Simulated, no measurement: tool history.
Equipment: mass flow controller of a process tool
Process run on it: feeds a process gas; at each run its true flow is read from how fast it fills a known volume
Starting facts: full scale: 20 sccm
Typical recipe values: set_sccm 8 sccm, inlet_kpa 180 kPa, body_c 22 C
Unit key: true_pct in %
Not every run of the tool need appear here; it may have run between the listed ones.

run 1 hour=0 | set_sccm=8 inlet_kpa=180 body_c=22 | true_pct=98.96
run 2 hour=580.7 | set_sccm=8 inlet_kpa=180 body_c=22 | true_pct=99.05
run 3 hour=957.9 | set_sccm=8 inlet_kpa=197 body_c=22 | true_pct=99.2
run 4 hour=1300.6 | set_sccm=2 inlet_kpa=197 body_c=22 | true_pct=98.52
run 5 hour=1759.3 | set_sccm=2 inlet_kpa=197 body_c=22 | true_pct=98.61
run 6 hour=2013.8 | set_sccm=2 inlet_kpa=197 body_c=22 | true_pct=98.73
run 7 hour=2331.4 | set_sccm=2 inlet_kpa=197 body_c=22 | true_pct=98.75
run 8 hour=2615.9 | set_sccm=2 inlet_kpa=197 body_c=22 | true_pct=98.8
run 9 hour=3154 | set_sccm=2 inlet_kpa=197 body_c=22 | true_pct=98.8
run 10 hour=3398.3 | set_sccm=19 inlet_kpa=180 body_c=22 | true_pct=100.63
-- hour=3723 controller exchanged for a calibrated one
run 11 hour=3878.6 | set_sccm=19 inlet_kpa=180 body_c=22 | true_pct=100.61
run 12 hour=4172.7 | set_sccm=19 inlet_kpa=180 body_c=22 | true_pct=100.74
run 13 hour=4669.4 | set_sccm=12 inlet_kpa=180 body_c=22 | true_pct=100.05
run 14 hour=5147.2 | set_sccm=8 inlet_kpa=149 body_c=22 | true_pct=99.58
run 15 hour=5598.9 | set_sccm=8 inlet_kpa=180 body_c=22 | true_pct=99.72
run 16 hour=5946.5 | set_sccm=8 inlet_kpa=180 body_c=22 | true_pct=99.75
run 17 hour=6403.6 | set_sccm=8 inlet_kpa=180 body_c=22 | true_pct=99.84
run 18 hour=6676.5 | set_sccm=8 inlet_kpa=180 body_c=22 | true_pct=99.88
run 19 hour=7143.3 | set_sccm=8 inlet_kpa=180 body_c=22 | true_pct=99.92
run 20 hour=7632.4 | set_sccm=8 inlet_kpa=180 body_c=22 | true_pct=99.92
run 21 hour=8154.1 | set_sccm=8 inlet_kpa=180 body_c=22 | true_pct=100.1
run 22 hour=8488.2 | set_sccm=8 inlet_kpa=180 body_c=22 | true_pct=100.12
run 23 hour=9007.1 | set_sccm=8 inlet_kpa=180 body_c=22 | true_pct=100.16
run 24 hour=9336.9 | set_sccm=8 inlet_kpa=180 body_c=22 | true_pct=100.26
run 25 hour=9764.4 | set_sccm=16 inlet_kpa=196 body_c=22 | true_pct=101.22
run 26 hour=10146 | set_sccm=16 inlet_kpa=196 body_c=22 | true_pct=101.25
run 27 hour=10730.2 | set_sccm=16 inlet_kpa=196 body_c=22 | true_pct=101.36
run 28 hour=11205.1 | set_sccm=16 inlet_kpa=201 body_c=24 | true_pct=101.22
run 29 hour=11774.4 | set_sccm=2 inlet_kpa=180 body_c=22 | true_pct=99.83
run 30 hour=12091.6 | set_sccm=2 inlet_kpa=207 body_c=22 | true_pct=100.09
run 31 hour=12540.5 | set_sccm=2 inlet_kpa=207 body_c=22 | true_pct=100.24
run 32 hour=13026.4 | set_sccm=2 inlet_kpa=207 body_c=26 | true_pct=99.8
run 33 hour=13473.5 | set_sccm=2 inlet_kpa=207 body_c=26 | true_pct=99.72
run 34 hour=13810.6 | set_sccm=2 inlet_kpa=207 body_c=26 | true_pct=99.74
run 35 hour=14193.5 | set_sccm=16 inlet_kpa=152 body_c=39 | true_pct=99.55
run 36 hour=14666.4 | set_sccm=2 inlet_kpa=165 body_c=39 | true_pct=98.11
run 37 hour=15259.6 | set_sccm=2 inlet_kpa=165 body_c=39 | true_pct=98.21
run 38 hour=15529.9 | set_sccm=2 inlet_kpa=226 body_c=21 | true_pct=100.73
run 39 hour=15960.5 | set_sccm=8 inlet_kpa=180 body_c=21 | true_pct=101.22
run 40 hour=16324.4 | set_sccm=8 inlet_kpa=146 body_c=24 | true_pct=100.72
-- hour=16665.4 gauge calibrated
run 41 hour=16807.1 | set_sccm=6 inlet_kpa=146 body_c=24 | true_pct=98.41
run 42 hour=17253.2 | set_sccm=6 inlet_kpa=146 body_c=24 | true_pct=98.44
run 43 hour=17540.9 | set_sccm=8 inlet_kpa=149 body_c=22 | true_pct=98.92
run 44 hour=17798.5 | set_sccm=3 inlet_kpa=250 body_c=26 | true_pct=98.42
-- hour=18049.2 controller's zero set anew
run 45 hour=18067.9 | set_sccm=6 inlet_kpa=250 body_c=21 | true_pct=99.46
run 46 hour=18458.4 | set_sccm=6 inlet_kpa=250 body_c=21 | true_pct=99.46
run 47 hour=18908.8 | set_sccm=6 inlet_kpa=209 body_c=33 | true_pct=97.9

Measured minus without-hidden-state, run by run (identical run-to-run variation in each term; gauge scatter may differ):
Hidden state at play: flow at rest that the sensor doesn't see, % of full scale; true flow over the shown one, %; drift of the gauge itself on true_pct, %.
run=1 true_pct=+0
run=2 true_pct=+0.08
run=3 true_pct=+0.12
run=4 true_pct=+0.16
run=5 true_pct=+0.22
run=6 true_pct=+0.25
run=7 true_pct=+0.29
run=8 true_pct=+0.33
run=9 true_pct=+0.4
run=10 true_pct=+0.46
run=11 true_pct=+0.52
run=12 true_pct=+0.56
run=13 true_pct=+0.62
run=14 true_pct=+0.67
run=15 true_pct=+0.74
run=16 true_pct=+0.78
run=17 true_pct=+0.84
run=18 true_pct=+0.88
run=19 true_pct=+0.94
run=20 true_pct=+1.01
run=21 true_pct=+1.08
run=22 true_pct=+1.12
run=23 true_pct=+1.19
run=24 true_pct=+1.23
run=25 true_pct=+1.3
run=26 true_pct=+1.35
run=27 true_pct=+1.43
run=28 true_pct=+1.49
run=29 true_pct=+1.53
run=30 true_pct=+1.58
run=31 true_pct=+1.64
run=32 true_pct=+1.69
run=33 true_pct=+1.74
run=34 true_pct=+1.79
run=35 true_pct=+1.85
run=36 true_pct=+1.87
run=37 true_pct=+1.94
run=38 true_pct=+2.02
run=39 true_pct=+2.11
run=40 true_pct=+2.15
run=41 true_pct=+0.01
run=42 true_pct=+0.07
run=43 true_pct=+0.11
run=44 true_pct=+0.14
run=45 true_pct=+0.19
run=46 true_pct=+0.24
run=47 true_pct=+0.3
